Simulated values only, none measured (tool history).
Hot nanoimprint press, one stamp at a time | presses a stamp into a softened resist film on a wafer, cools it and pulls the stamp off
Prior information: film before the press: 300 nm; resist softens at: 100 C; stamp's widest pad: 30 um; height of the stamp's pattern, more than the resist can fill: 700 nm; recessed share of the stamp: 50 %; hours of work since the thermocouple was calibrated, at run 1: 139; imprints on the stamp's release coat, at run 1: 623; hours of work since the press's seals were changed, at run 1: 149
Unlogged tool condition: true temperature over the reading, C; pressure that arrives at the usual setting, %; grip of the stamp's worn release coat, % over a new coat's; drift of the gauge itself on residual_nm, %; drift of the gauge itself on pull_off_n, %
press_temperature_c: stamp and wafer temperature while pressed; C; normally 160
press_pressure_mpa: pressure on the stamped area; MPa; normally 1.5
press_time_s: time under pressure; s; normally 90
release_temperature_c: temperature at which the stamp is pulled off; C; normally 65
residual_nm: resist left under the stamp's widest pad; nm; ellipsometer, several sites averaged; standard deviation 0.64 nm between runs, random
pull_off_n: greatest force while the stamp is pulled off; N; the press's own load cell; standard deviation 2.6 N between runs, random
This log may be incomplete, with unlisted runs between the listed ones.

run	day	press_temperature_c	press_pressure_mpa	press_time_s	release_temperature_c	hours of work since the thermocouple was calibrated	imprints on the stamp's release coat	hours of work since the press's seals were changed	residual_nm	pull_off_n
1	0	160	1.5	90	65	139	623	149	143.7	215
2	0.292	160	1.5	90	65	142	633	152	143.1	207
3	0.625	160	1.5	90	65	145	644	155	143.5	209
4	0.962	160	1.5	90	65	149	656	159	143.8	216
5	1.271	160	1.31	90	65	152	666	162	151.5	214
6	1.538	160	1.31	90	65	155	676	165	151.2	211
7	2.004	160	1.31	90	65	160	691	170	152.1	211
8	2.479	160	1.31	119	65	165	708	175	135.1	206
9	2.758	160	1.31	119	65	168	717	178	134.5	217
# day 3.304: stamp cleaned and given a new release coat
10	3.379	160	1.5	90	65	171	3	182	142	208
11	3.967	160	1.5	90	52	178	23	188	143.6	266
12	4.542	160	1.5	90	54	184	43	194	141.4	253
13	4.921	160	1.5	90	54	188	56	198	142.2	262
14	5.208	160	1.5	90	54	191	66	201	142.7	259
15	5.483	160	1.5	90	54	193	75	204	142.3	254
16	5.8	160	1.5	90	54	197	86	207	142.7	258
17	6.267	170	1.5	49	65	202	102	212	115.1	210
18	6.562	169	1.5	90	68	205	112	215	93.1	195
19	7.067	151	1.5	90	60	210	130	220	207.4	231
20	7.438	151	0.95	95	60	214	142	224	227.6	236
21	7.825	165	0.95	155	60	218	156	228	109.3	230
22	8.279	165	0.95	155	60	223	171	233	109	238
23	8.875	163	1.14	169	69	229	192	239	106.2	195
24	9.179	163	1.14	169	69	232	202	242	105.9	197
25	9.667	157	0.93	90	65	237	219	247	188.4	210
26	10.204	160	1.5	152	60	243	237	253	114.4	236
27	10.55	157	1.74	144	72	247	249	257	127.1	175
28	10.967	157	1.74	144	72	251	263	261	127.6	179
29	11.438	157	1.74	144	72	256	280	266	127.2	184

Take each entry between the runs: how does the hidden state at the last listed run before it differ from the hidden state at the first listed run after it?
In the gap between runs 9 and 10: stamp cleaned and given a new release coat (day 3.304)
  grip of the stamp's worn release coat, % over a new coat's: 1 -> 0; drift of the gauge itself on residual_nm, %: -0.51 -> -0.57
  measured value less the no-hidden-state value, residual_nm: -0.9 -> -1 nm
